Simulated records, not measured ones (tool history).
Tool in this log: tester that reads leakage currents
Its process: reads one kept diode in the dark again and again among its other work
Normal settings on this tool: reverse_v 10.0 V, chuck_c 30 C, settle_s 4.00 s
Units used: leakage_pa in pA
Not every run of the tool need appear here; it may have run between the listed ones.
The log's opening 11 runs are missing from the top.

run     day  reverse_v  chuck_c  settle_s  leakage_pa
 12  12.088       10.0       52      4.00      505.43
 13  13.592       10.0       52      4.00      505.55
 14  14.654       10.0       52      4.00      503.65
 15  15.971       10.0       52      4.00      502.62
 16  16.725       10.0       52      4.00      503.29
 17  17.488        9.0       52      4.00      477.60
 18  18.942        3.1       30      4.00       70.39
 19  19.792        3.1       30      4.00       69.98
 20  21.150        3.1       30      4.00       70.36
 21  22.558       10.0       39      5.12      222.10
 22  23.779       10.0       39      5.12      222.36
 23  24.846       17.7       30      4.00      164.60
 24  26.317        5.2       33      3.75      108.92
 25  27.192        5.2       33      3.75      108.90
 26  28.183        8.9       35      4.64      160.67
 27  29.142        8.9       35      4.64      159.83

The next listed run, before its measurement:
     29.367  -- probe card cleaned and baked
 28  30.221        8.9       35      4.64           ?

{"run 28": {"leakage_pa": 162.98}}
With no hidden state in the tool, this same run would have given leakage_pa 157.47 pA.
